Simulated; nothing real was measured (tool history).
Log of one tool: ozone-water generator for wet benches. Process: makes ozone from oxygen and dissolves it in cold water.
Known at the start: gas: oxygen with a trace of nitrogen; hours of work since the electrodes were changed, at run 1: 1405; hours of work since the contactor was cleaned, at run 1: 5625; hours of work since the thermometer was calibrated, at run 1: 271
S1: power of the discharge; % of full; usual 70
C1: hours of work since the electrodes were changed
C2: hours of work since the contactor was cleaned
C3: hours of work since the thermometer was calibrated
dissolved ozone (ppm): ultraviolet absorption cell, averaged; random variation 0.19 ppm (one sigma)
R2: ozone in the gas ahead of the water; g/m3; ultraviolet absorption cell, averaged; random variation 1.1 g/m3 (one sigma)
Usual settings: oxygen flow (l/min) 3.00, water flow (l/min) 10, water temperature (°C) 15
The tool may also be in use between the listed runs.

run 1 day=0.000 | S1=70 oxygen_flow_(l/min)=3.00 water_flow_(l/min)=10 water_temperature_(°C)=15 | C1=1405 C2=5625 C3=271 | dissolved_ozone_(ppm)=26.3 R2=196.8
run 2 day=1.650 | S1=70 oxygen_flow_(l/min)=3.00 water_flow_(l/min)=15 water_temperature_(°C)=15 | C1=1438 C2=5657 C3=304 | dissolved_ozone_(ppm)=18.2 R2=194.1
run 3 day=3.833 | S1=70 oxygen_flow_(l/min)=3.00 water_flow_(l/min)=8 water_temperature_(°C)=15 | C1=1481 C2=5701 C3=347 | dissolved_ozone_(ppm)=30.6 R2=194.7
run 4 day=5.142 | S1=70 oxygen_flow_(l/min)=3.00 water_flow_(l/min)=10 water_temperature_(°C)=15 | C1=1507 C2=5726 C3=373 | dissolved_ozone_(ppm)=26.0 R2=195.3
run 5 day=6.742 | S1=70 oxygen_flow_(l/min)=3.00 water_flow_(l/min)=10 water_temperature_(°C)=15 | C1=1538 C2=5758 C3=404 | dissolved_ozone_(ppm)=26.3 R2=193.6
run 6 day=8.100 | S1=70 oxygen_flow_(l/min)=3.00 water_flow_(l/min)=10 water_temperature_(°C)=15 | C1=1565 C2=5785 C3=431 | dissolved_ozone_(ppm)=26.3 R2=195.7
run 7 day=9.525 | S1=70 oxygen_flow_(l/min)=3.00 water_flow_(l/min)=9 water_temperature_(°C)=15 | C1=1593 C2=5813 C3=459 | dissolved_ozone_(ppm)=28.1 R2=194.6
run 8 day=10.542 | S1=70 oxygen_flow_(l/min)=3.00 water_flow_(l/min)=9 water_temperature_(°C)=15 | C1=1613 C2=5833 C3=479 | dissolved_ozone_(ppm)=28.2 R2=192.7
run 9 day=12.258 | S1=70 oxygen_flow_(l/min)=1.65 water_flow_(l/min)=10 water_temperature_(°C)=15 | C1=1647 C2=5867 C3=513 | dissolved_ozone_(ppm)=23.4 R2=246.1
run 10 day=13.208 | S1=70 oxygen_flow_(l/min)=1.65 water_flow_(l/min)=10 water_temperature_(°C)=15 | C1=1666 C2=5886 C3=532 | dissolved_ozone_(ppm)=23.0 R2=248.1
run 11 day=14.779 | S1=70 oxygen_flow_(l/min)=1.65 water_flow_(l/min)=10 water_temperature_(°C)=15 | C1=1697 C2=5917 C3=563 | dissolved_ozone_(ppm)=23.2 R2=249.8
run 12 day=16.129 | S1=70 oxygen_flow_(l/min)=1.65 water_flow_(l/min)=10 water_temperature_(°C)=15 | C1=1723 C2=5943 C3=589 | dissolved_ozone_(ppm)=23.1 R2=250.1
run 13 day=18.446 | S1=70 oxygen_flow_(l/min)=1.65 water_flow_(l/min)=10 water_temperature_(°C)=15 | C1=1769 C2=5989 C3=635 | dissolved_ozone_(ppm)=23.0 R2=248.0
run 14 day=20.117 | S1=70 oxygen_flow_(l/min)=3.00 water_flow_(l/min)=10 water_temperature_(°C)=15 | C1=1802 C2=6022 C3=668 | dissolved_ozone_(ppm)=25.8 R2=193.6
run 15 day=21.100 | S1=70 oxygen_flow_(l/min)=3.00 water_flow_(l/min)=9 water_temperature_(°C)=15 | C1=1822 C2=6041 C3=688 | dissolved_ozone_(ppm)=27.8 R2=194.6
run 16 day=22.383 | S1=70 oxygen_flow_(l/min)=3.00 water_flow_(l/min)=9 water_temperature_(°C)=15 | C1=1847 C2=6067 C3=713 | dissolved_ozone_(ppm)=28.1 R2=193.4
run 17 day=23.692 | S1=70 oxygen_flow_(l/min)=3.00 water_flow_(l/min)=9 water_temperature_(°C)=8 | C1=1873 C2=6093 C3=739 | dissolved_ozone_(ppm)=30.9 R2=193.4
run 18 day=25.512 | S1=65 oxygen_flow_(l/min)=3.00 water_flow_(l/min)=10 water_temperature_(°C)=11 | C1=1909 C2=6128 C3=775 | dissolved_ozone_(ppm)=25.5 R2=181.4
run 19 day=27.062 | S1=65 oxygen_flow_(l/min)=3.00 water_flow_(l/min)=10 water_temperature_(°C)=11 | C1=1939 C2=6159 C3=805 | dissolved_ozone_(ppm)=25.3 R2=182.4
run 20 day=28.262 | S1=65 oxygen_flow_(l/min)=3.00 water_flow_(l/min)=10 water_temperature_(°C)=11 | C1=1963 C2=6183 C3=829 | dissolved_ozone_(ppm)=25.2 R2=179.4
run 21 day=29.267 | S1=49 oxygen_flow_(l/min)=3.00 water_flow_(l/min)=10 water_temperature_(°C)=10 | C1=1983 C2=6203 C3=849 | dissolved_ozone_(ppm)=20.3 R2=141.9
-- day=29.396 water thermometer calibrated
run 22 day=31.379 | S1=58 oxygen_flow_(l/min)=2.69 water_flow_(l/min)=11 water_temperature_(°C)=9 | C1=2024 C2=6244 C3=39 | dissolved_ozone_(ppm)=21.2 R2=171.0
run 23 day=33.675 | S1=58 oxygen_flow_(l/min)=3.49 water_flow_(l/min)=13 water_temperature_(°C)=7 | C1=2069 C2=6289 C3=84 | dissolved_ozone_(ppm)=19.8 R2=155.4
run 24 day=34.975 | S1=50 oxygen_flow_(l/min)=1.59 water_flow_(l/min)=7 water_temperature_(°C)=7 | C1=2095 C2=6315 C3=110 | dissolved_ozone_(ppm)=24.9 R2=188.6
run 25 day=36.662 | S1=50 oxygen_flow_(l/min)=1.59 water_flow_(l/min)=7 water_temperature_(°C)=7 | C1=2128 C2=6348 C3=143 | dissolved_ozone_(ppm)=25.3 R2=186.1
run 26 day=38.138 | S1=74 oxygen_flow_(l/min)=3.61 water_flow_(l/min)=12 water_temperature_(°C)=7 | C1=2157 C2=6377 C3=173 | dissolved_ozone_(ppm)=26.5 R2=186.9
-- day=38.525 water thermometer calibrated, once more
run 27 day=39.512 | S1=56 oxygen_flow_(l/min)=3.61 water_flow_(l/min)=15 water_temperature_(°C)=22 | C1=2184 C2=6404 C3=19 | dissolved_ozone_(ppm)=13.7 R2=146.9
run 28 day=41.408 | S1=56 oxygen_flow_(l/min)=3.61 water_flow_(l/min)=15 water_temperature_(°C)=22 | C1=2222 C2=6441 C3=57 | dissolved_ozone_(ppm)=14.0 R2=146.6
run 29 day=42.579 | S1=56 oxygen_flow_(l/min)=3.61 water_flow_(l/min)=10 water_temperature_(°C)=22 | C1=2245 C2=6465 C3=80 | dissolved_ozone_(ppm)=19.1 R2=145.4
run 30 day=43.829 | S1=51 oxygen_flow_(l/min)=2.60 water_flow_(l/min)=10 water_temperature_(°C)=15 | C1=2269 C2=6489 C3=105 | dissolved_ozone_(ppm)=19.0 R2=152.6
run 31 day=44.871 | S1=55 oxygen_flow_(l/min)=3.00 water_flow_(l/min)=10 water_temperature_(°C)=15 | C1=2290 C2=6510 C3=125 | dissolved_ozone_(ppm)=20.7 R2=157.1
run 32 day=46.733 | S1=55 oxygen_flow_(l/min)=3.00 water_flow_(l/min)=10 water_temperature_(°C)=15 | C1=2327 C2=6547 C3=162 | dissolved_ozone_(ppm)=20.9 R2=155.4

How the hidden state differs across the entries between the runs, from the last listed run before each to the first after it:
Between runs 21 and 22: water thermometer calibrated (day 29.396)
  yield of the discharge, % of new electrodes': 95.9 -> 95.8; true water temperature over the reading, C: 0.02 -> 0.03
  measured less the result without the state, dissolved ozone (ppm): -1.1 -> -1.4; R2: -4.2 -> -6.2 g/m3
Between runs 26 and 27: water thermometer calibrated, once more (day 38.525)
  yield of the discharge, % of new electrodes': 95.5 -> 95.4; true water temperature over the reading, C: 0.03 -> 0.01
  measured less the result without the state, dissolved ozone (ppm): -2.1 -> -1.0; R2: -9.2 -> -5.6 g/m3
